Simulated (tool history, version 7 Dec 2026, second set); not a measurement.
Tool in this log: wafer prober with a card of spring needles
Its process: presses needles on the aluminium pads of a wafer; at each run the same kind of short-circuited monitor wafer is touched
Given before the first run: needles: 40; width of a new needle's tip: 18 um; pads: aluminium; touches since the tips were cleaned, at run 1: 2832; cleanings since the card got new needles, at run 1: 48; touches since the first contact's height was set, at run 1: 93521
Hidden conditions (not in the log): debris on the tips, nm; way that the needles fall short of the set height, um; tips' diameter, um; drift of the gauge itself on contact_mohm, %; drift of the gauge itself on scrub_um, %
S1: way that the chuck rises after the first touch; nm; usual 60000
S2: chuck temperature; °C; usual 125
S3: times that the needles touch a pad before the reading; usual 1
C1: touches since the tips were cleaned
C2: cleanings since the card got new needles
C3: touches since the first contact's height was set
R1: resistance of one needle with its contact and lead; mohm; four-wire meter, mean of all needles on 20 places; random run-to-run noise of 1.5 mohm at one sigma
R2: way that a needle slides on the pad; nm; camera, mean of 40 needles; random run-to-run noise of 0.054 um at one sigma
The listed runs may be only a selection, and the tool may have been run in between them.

run   hour     S1   S2  S3    C1   C2     C3   R1     R2
  1      0  60000  125   1  2832   48  93521  224  12010
       1.8  -- tips cleaned on abrasive film
      10.7  -- tips cleaned on abrasive film
      19.5  -- tips cleaned on abrasive film
      19.8  -- height of the first contact set anew
      26.9  -- tips cleaned on abrasive film
  2     33  60000  125   1  2886   52   6215  216  12680
      34.8  -- tips cleaned on abrasive film
      43.6  -- tips cleaned on abrasive film
      50.7  -- tips cleaned on abrasive film
      59.6  -- tips cleaned on abrasive film
  3     63  60000   26   1  1611   56  20307  187  12540
      68.3  -- tips cleaned on abrasive film
      77.1  -- tips cleaned on abrasive film
      84.2  -- tips cleaned on abrasive film
      92.4  -- tips cleaned on abrasive film
  4   92.4  60000   26   1     0   60  34137  130  12360
     101.2  -- tips cleaned on abrasive film
     110.1  -- tips cleaned on abrasive film
     118.9  -- tips cleaned on abrasive film
     127.7  -- tips cleaned on abrasive film
  5  128.3  60000   26   1   270   64  51047  144  12400
     135.4  -- tips cleaned on abrasive film
     144.2  -- tips cleaned on abrasive film
     151.3  -- tips cleaned on abrasive film
     160.1  -- tips cleaned on abrasive film
       169  -- tips cleaned on abrasive film
  6  175.3  60000   26   1  3031   69  73214  234  12210
     177.2  -- tips cleaned on abrasive film
       186  -- tips cleaned on abrasive film
     194.9  -- tips cleaned on abrasive film
  7  198.7  60000   97   1  1855   72  84220  207  12040
     202.3  -- tips cleaned on abrasive film
     211.2  -- tips cleaned on abrasive film
     218.5  -- tips cleaned on abrasive film
  8  218.5  60000   97   1     0   75  93493  137  11990
     227.4  -- tips cleaned on abrasive film
     236.2  -- tips cleaned on abrasive film
     238.2  -- height of the first contact set anew
     243.6  -- tips cleaned on abrasive film
  9    245  60000  125   1   691   78   3187  169  12670
     252.1  -- tips cleaned on abrasive film
     260.9  -- tips cleaned on abrasive film
     269.8  -- tips cleaned on abrasive film
     277.4  -- tips cleaned on abrasive film
 10  277.4  60000   51   1     0   82  18403  132  12400
     286.2  -- tips cleaned on abrasive film
     293.3  -- tips cleaned on abrasive film
     300.9  -- tips cleaned on abrasive film
 11  300.9  60000   47   1     0   85  29467  136  12420
     309.7  -- tips cleaned on abrasive film
     316.8  -- tips cleaned on abrasive film
     325.7  -- tips cleaned on abrasive film
     332.7  -- tips cleaned on abrasive film
     341.6  -- tips cleaned on abrasive film
 12  346.2  60000  125   1  2185   90  50788  226  12360
     349.8  -- tips cleaned on abrasive film
     358.6  -- tips cleaned on abrasive film
     367.4  -- tips cleaned on abrasive film
     376.3  -- tips cleaned on abrasive film
 13  378.5  60000  125   1  1083   94  66015  199  12090
     383.9  -- tips cleaned on abrasive film
     392.7  -- tips cleaned on abrasive film
     401.6  -- tips cleaned on abrasive film
 14    406  60000  125   1  2135   97  78968  223  12110
     409.6  -- tips cleaned on abrasive film
     418.5  -- tips cleaned on abrasive film
     427.3  -- tips cleaned on abrasive film
     434.8  -- tips cleaned on abrasive film
 15  434.8  60000  125   1     0  101  92478  149  11960
     443.6  -- tips cleaned on abrasive film
     452.5  -- tips cleaned on abrasive film
       458  -- height of the first contact set anew
     461.6  -- tips cleaned on abrasive film
     470.4  -- tips cleaned on abrasive film
 16  471.3  60000  125   1   413  105   6237  159  12540
     478.4  -- tips cleaned on abrasive film
     487.2  -- tips cleaned on abrasive film
     496.1  -- tips cleaned on abrasive film
     503.1  -- tips cleaned on abrasive film
     511.4  -- tips cleaned on abrasive film
 17  511.4  72000   36   1     0  110  25095  128  14950
     520.2  -- tips cleaned on abrasive film
     527.3  -- tips cleaned on abrasive film
     536.2  -- tips cleaned on abrasive film
       545  -- tips cleaned on abrasive film
 18  549.1  72000   36   1  1955  114  42858  195  14910
     552.7  -- tips cleaned on abrasive film
     561.5  -- tips cleaned on abrasive film
     568.6  -- tips cleaned on abrasive film
     577.4  -- tips cleaned on abrasive film
     586.3  -- tips cleaned on abrasive film
 19  592.1  72000   36   1  2775  119  63106  208  14680
       594  -- tips cleaned on abrasive film
     602.8  -- tips cleaned on abrasive film
     611.6  -- tips cleaned on abrasive film
     620.5  -- tips cleaned on abrasive film
     629.3  -- tips cleaned on abrasive film
 20  633.9  74000  125   2  2189  124  82768  176  15090
     637.5  -- tips cleaned on abrasive film
     644.6  -- tips cleaned on abrasive film
     653.4  -- tips cleaned on abrasive film
 21  658.9  61000   52   1  2628  127  94548  241  12150
     660.8  -- tips cleaned on abrasive film
     669.6  -- tips cleaned on abrasive film
     676.9  -- height of the first contact set anew
     678.7  -- tips cleaned on abrasive film
     687.6  -- tips cleaned on abrasive film
 22  688.6  66000   47   1   483  131   5476  162  13880
     695.7  -- tips cleaned on abrasive film
     702.8  -- tips cleaned on abrasive film
     711.6  -- tips cleaned on abrasive film
     720.4  -- tips cleaned on abrasive film
 23    727  66000   47   1  3116  135  23569  240  13690
     728.8  -- tips cleaned on abrasive film
     737.7  -- tips cleaned on abrasive film
     746.5  -- tips cleaned on abrasive film
     755.3  -- tips cleaned on abrasive film
     764.2  -- tips cleaned on abrasive film
 24  765.7  45000  116   1   713  140  41754  226   9180
     772.7  -- tips cleaned on abrasive film
     781.6  -- tips cleaned on abrasive film
     790.4  -- tips cleaned on abrasive film
 25  793.1  45000  116   1  1285  143  54687  273   9150
     798.5  -- tips cleaned on abrasive film
     807.3  -- tips cleaned on abrasive film
     816.1  -- tips cleaned on abrasive film
       825  -- tips cleaned on abrasive film
 26  830.8  45000  116   1  2799  147  72463  346   9010
     832.7  -- tips cleaned on abrasive film
     841.5  -- tips cleaned on abrasive film
     848.6  -- tips cleaned on abrasive film
     857.4  -- tips cleaned on abrasive film
     866.3  -- tips cleaned on abrasive film
 27  866.4  60000   81   2    80  152  89184  145  12030

Below are 3 alternative next runs, each starting from the tool's condition after run 27. Predict each:
     873.5  -- tips cleaned on abrasive film
     882.4  -- tips cleaned on abrasive film
     891.2  -- tips cleaned on abrasive film
      895  -- height of the first contact set anew
  A   895  77000  125   2  1690  155   0   ?   ?
     873.5  -- tips cleaned on abrasive film
     882.4  -- tips cleaned on abrasive film
     891.2  -- tips cleaned on abrasive film
      895  -- height of the first contact set anew
  B   895  73000   47   2  1690  155   0   ?   ?
     873.5  -- tips cleaned on abrasive film
     882.4  -- tips cleaned on abrasive film
     891.2  -- tips cleaned on abrasive film
      895  -- height of the first contact set anew
  C   895  80000  125   1  1690  155   0   ?   ?

run   R1     R2
  A  163  16270
  B  160  15320
  C  178  16710
Without the tool's hidden state the same runs would have given:
run   R1     R2
  A  129  16270
  B  119  15320
  C  127  16710
